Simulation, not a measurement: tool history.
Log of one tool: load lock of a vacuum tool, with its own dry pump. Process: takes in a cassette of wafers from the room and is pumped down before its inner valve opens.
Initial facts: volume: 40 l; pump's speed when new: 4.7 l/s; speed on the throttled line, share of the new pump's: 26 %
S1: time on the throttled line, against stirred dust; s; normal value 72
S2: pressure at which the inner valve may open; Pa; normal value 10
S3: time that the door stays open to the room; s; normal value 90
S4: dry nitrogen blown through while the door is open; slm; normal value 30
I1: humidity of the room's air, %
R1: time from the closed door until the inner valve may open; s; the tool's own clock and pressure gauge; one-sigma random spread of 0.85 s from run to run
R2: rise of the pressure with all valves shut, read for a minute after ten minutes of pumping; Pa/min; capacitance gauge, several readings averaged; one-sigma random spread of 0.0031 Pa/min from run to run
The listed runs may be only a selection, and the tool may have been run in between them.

| run | hour | S1 | S2 | S3 | S4 | I1 | R1 | R2 |
|---|---|---|---|---|---|---|---|---|
| 1 | 0.0 | 72 | 10 | 90 | 30 | 42.7 | 139.2 | 0.052 |
| 2 | 172.5 | 72 | 10 | 90 | 30 | 43.7 | 140.7 | 0.052 |
| 3 | 302.0 | 72 | 10 | 90 | 30 | 46.2 | 139.2 | 0.058 |
| 4 | 445.2 | 72 | 10 | 90 | 30 | 45.3 | 140.4 | 0.062 |
| 5 | 604.5 | 72 | 10 | 90 | 30 | 49.3 | 142.2 | 0.069 |
| 6 | 710.1 | 72 | 10 | 90 | 30 | 46.6 | 140.0 | 0.073 |
| 7 | 865.0 | 72 | 10 | 114 | 30 | 45.3 | 141.5 | 0.072 |
| 8 | 1036.9 | 72 | 10 | 114 | 30 | 43.3 | 140.2 | 0.075 |
| 9 | 1192.9 | 126 | 17 | 90 | 42 | 45.7 | 173.2 | 0.056 |
| 10 | 1422.0 | 126 | 17 | 90 | 42 | 47.2 | 174.6 | 0.058 |
| 11 | 1620.4 | 126 | 17 | 90 | 42 | 49.0 | 174.4 | 0.065 |
| 12 | 1838.2 | 95 | 10 | 34 | 4 | 43.3 | 157.0 | 0.064 |
| 13 | 2033.9 | 95 | 10 | 34 | 4 | 47.1 | 156.9 | 0.060 |
| 14 | 2218.4 | 95 | 10 | 34 | 4 | 46.3 | 156.6 | 0.062 |
| 15 | 2431.1 | 50 | 16 | 34 | 4 | 44.0 | 120.4 | 0.064 |

Below are 5 alternative next runs, each starting from the tool's condition after run 15. Predict each:
| A | 2658.5 | 72 | 17 | 90 | 30 | 45.7 | ? | ? |
| B | 2658.5 | 72 | 10 | 26 | 30 | 50.0 | ? | ? |
| C | 2658.5 | 48 | 10 | 126 | 18 | 44.6 | ? | ? |
| D | 2658.5 | 88 | 10 | 80 | 7 | 43.6 | ? | ? |
| E | 2658.5 | 50 | 16 | 187 | 4 | 44.3 | ? | ? |

| run | R1 | R2 |
|---|---|---|
| A | 137.1 | 0.074 |
| B | 141.6 | 0.043 |
| C | 125.8 | 0.096 |
| D | 152.1 | 0.093 |
| E | 122.1 | 0.158 |
Take away the tool's hidden state, keep each run's random variation, and the runs would have read:
| run | R1 | R2 |
|---|---|---|
| A | 127.8 | 0.056 |
| B | 131.5 | 0.026 |
| C | 114.7 | 0.078 |
| D | 142.8 | 0.075 |
| E | 111.9 | 0.140 |
